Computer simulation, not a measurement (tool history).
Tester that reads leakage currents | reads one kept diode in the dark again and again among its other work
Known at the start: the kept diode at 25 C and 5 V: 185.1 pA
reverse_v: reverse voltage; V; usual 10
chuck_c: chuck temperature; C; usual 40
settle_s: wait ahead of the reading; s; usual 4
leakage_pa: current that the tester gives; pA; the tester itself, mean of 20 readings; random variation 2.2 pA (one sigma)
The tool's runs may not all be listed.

run	hour	reverse_v	chuck_c	settle_s	leakage_pa
1	0	10	40	4	749.28
# hour 140.4: chuck's temperature calibrated
2	202.6	10	40	4	746.5
3	401.3	10	40	4	749.66
# hour 541.4: tester calibrated
4	638.9	10	27	4	306.74
5	751.4	10	27	4	307.52
6	895.1	10	40	4	749.19
7	1076	10	40	4	751.57
8	1314	10	40	4	747.27
9	1476	10	56	4	2037.86
10	1581	6.3	40	4	589.03
11	1736.7	10	30	4	379.22
12	1973.6	10	30	4	378.48
# hour 2030.1: chuck's temperature calibrated
13	2162.5	10	30	4	379.15
# hour 2218.6: probe card cleaned and baked
14	2280.6	10	30	0.71	382.39
15	2424.2	11.7	30	0.59	415.85
16	2580.2	11.7	30	0.59	417.16
17	2768.2	10	48	1.53	1249
18	2978	2.6	40	8.73	373.09
19	3200.5	2.6	40	8.73	372.8
20	3353.3	10	40	9.45	744.59
21	3488.6	10	40	9.45	748.71
22	3597.1	1.2	25	4	88.46
23	3828.2	1.2	25	4	88.1
# hour 3919.3: chuck's temperature calibrated
24	3932.7	10	35	0.52	538.45
25	4181.9	10.4	30	0.41	392.72
26	4392.9	2.1	56	4	914.02

Forecast each of these 3 alternatives for the next run:
# hour 4471: probe card cleaned and baked
A	4616.2	9.8	44	1.42	?
# hour 4471: probe card cleaned and baked
B	4616.2	2.1	42	9.76	?
# hour 4471: probe card cleaned and baked
C	4616.2	13.5	56	0.33	?

run	leakage_pa
A	959.21
B	379.91
C	2384.38
Without the tool's hidden state the same runs would have given:
run	leakage_pa
A	959.55
B	380.05
C	2385.16
